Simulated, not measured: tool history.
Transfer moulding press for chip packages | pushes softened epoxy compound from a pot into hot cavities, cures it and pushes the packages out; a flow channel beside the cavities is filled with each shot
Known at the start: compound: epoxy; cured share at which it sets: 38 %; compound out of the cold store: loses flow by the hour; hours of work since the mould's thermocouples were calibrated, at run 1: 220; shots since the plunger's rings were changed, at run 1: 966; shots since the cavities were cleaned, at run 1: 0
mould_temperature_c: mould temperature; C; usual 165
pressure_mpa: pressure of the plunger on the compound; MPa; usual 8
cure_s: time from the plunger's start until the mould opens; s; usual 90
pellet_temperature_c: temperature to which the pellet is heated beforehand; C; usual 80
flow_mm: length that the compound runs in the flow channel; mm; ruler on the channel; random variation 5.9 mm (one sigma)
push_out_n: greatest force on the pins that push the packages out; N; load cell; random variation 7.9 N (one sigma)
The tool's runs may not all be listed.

| run | day | mould_temperature_c | pressure_mpa | cure_s | pellet_temperature_c | hours of work since the mould's thermocouples were calibrated | shots since the plunger's rings were changed | shots since the cavities were cleaned | incoming compound's hours out of the cold store | flow_mm | push_out_n |
|---|---|---|---|---|---|---|---|---|---|---|---|
| 1 | 0 | 165 | 8 | 90 | 80 | 220 | 966 | 0 | 32.6 | 641 | 331 |
| 2 | 0.438 | 159 | 8 | 90 | 80 | 226 | 1090 | 124 | 29.5 | 635 | 533 |
| 3 | 0.838 | 164 | 8 | 90 | 80 | 232 | 1204 | 238 | 20 | 636 | 454 |
| 4 | 1.171 | 164 | 8 | 90 | 80 | 236 | 1299 | 333 | 42.8 | 611 | 473 |
| 5 | 1.367 | 164 | 8 | 90 | 80 | 239 | 1354 | 388 | 18.2 | 645 | 511 |
| 6 | 1.562 | 164 | 8 | 90 | 80 | 242 | 1410 | 444 | 23.1 | 640 | 514 |
| 7 | 1.892 | 165 | 8 | 105 | 80 | 246 | 1504 | 538 | 37.1 | 610 | 473 |
|  | 2.192 | cavities cleaned with cleaning compound and waxed |
| 8 | 2.312 | 165 | 8 | 74 | 80 | 252 | 1606 | 35 | 42.9 | 609 | 485 |
| 9 | 2.654 | 165 | 8 | 74 | 80 | 256 | 1703 | 132 | 33.4 | 621 | 569 |
| 10 | 2.958 | 165 | 8 | 74 | 80 | 261 | 1789 | 218 | 11.7 | 652 | 635 |
| 11 | 3.388 | 165 | 8 | 96 | 80 | 267 | 1911 | 340 | 8.2 | 652 | 449 |
| 12 | 3.721 | 165 | 8 | 96 | 80 | 271 | 2006 | 435 | 46.1 | 601 | 491 |
| 13 | 3.925 | 165 | 8 | 96 | 80 | 274 | 2064 | 493 | 15.2 | 640 | 498 |
|  | 4.358 | cavities cleaned with cleaning compound and waxed |
| 14 | 4.358 | 165 | 8 | 96 | 80 | 280 | 2170 | 0 | 24.3 | 633 | 323 |
| 15 | 4.796 | 165 | 8 | 96 | 80 | 286 | 2293 | 123 | 23.2 | 625 | 378 |
| 16 | 5.1 | 165 | 6.36 | 71 | 74 | 290 | 2380 | 210 | 9.8 | 584 | 720 |
| 17 | 5.279 | 165 | 9.24 | 92 | 81 | 293 | 2431 | 261 | 15.2 | 680 | 442 |
| 18 | 5.525 | 166 | 9.79 | 90 | 80 | 296 | 2501 | 331 | 36.2 | 677 | 443 |
| 19 | 5.821 | 166 | 9.79 | 90 | 80 | 300 | 2585 | 415 | 23.6 | 696 | 463 |
| 20 | 6.192 | 165 | 6.31 | 90 | 83 | 305 | 2690 | 520 | 45.1 | 519 | 497 |
| 21 | 6.429 | 165 | 6.31 | 90 | 83 | 309 | 2758 | 588 | 19 | 557 | 539 |
|  | 6.525 | cavities cleaned with cleaning compound and waxed |
| 22 | 6.733 | 165 | 7.02 | 84 | 83 | 312 | 2826 | 58 | 21.4 | 584 | 404 |
| 23 | 7.125 | 171 | 7.23 | 84 | 83 | 318 | 2938 | 170 | 35.2 | 567 | 367 |
| 24 | 7.371 | 171 | 7.23 | 84 | 83 | 321 | 3007 | 239 | 31.9 | 567 | 391 |
| 25 | 7.617 | 160 | 9.17 | 90 | 80 | 325 | 3078 | 310 | 25.5 | 657 | 585 |
| 26 | 7.883 | 170 | 8.09 | 124 | 90 | 328 | 3153 | 385 | 18.5 | 624 | 431 |
|  | 8.075 | plunger's sealing rings changed |
| 27 | 8.204 | 170 | 8.09 | 124 | 90 | 331 | 37 | 447 | 35.3 | 637 | 422 |
| 28 | 8.638 | 170 | 8.09 | 124 | 90 | 338 | 160 | 570 | 44.8 | 611 | 459 |
|  | 8.825 | cavities cleaned with cleaning compound and waxed |
| 29 | 8.917 | 170 | 8.09 | 124 | 90 | 341 | 221 | 25 | 18 | 661 | 295 |

3 ways to go on from here, each from the tool as it stands after run 29. What would each give?
| A | 9.179 | 160 | 8.09 | 124 | 90 | 344 | 296 | 100 | 8.2 | ? | ? |
| B | 9.179 | 172 | 7.27 | 124 | 90 | 344 | 296 | 100 | 19.6 | ? | ? |
| C | 9.179 | 165 | 7.09 | 86 | 82 | 344 | 296 | 100 | 30.1 | ? | ? |

| run | flow_mm | push_out_n |
|---|---|---|
| A | 690 | 345 |
| B | 611 | 337 |
| C | 601 | 383 |
Without the tool's hidden state the same runs would have given:
| run | flow_mm | push_out_n |
|---|---|---|
| A | 697 | 304 |
| B | 617 | 293 |
| C | 607 | 345 |

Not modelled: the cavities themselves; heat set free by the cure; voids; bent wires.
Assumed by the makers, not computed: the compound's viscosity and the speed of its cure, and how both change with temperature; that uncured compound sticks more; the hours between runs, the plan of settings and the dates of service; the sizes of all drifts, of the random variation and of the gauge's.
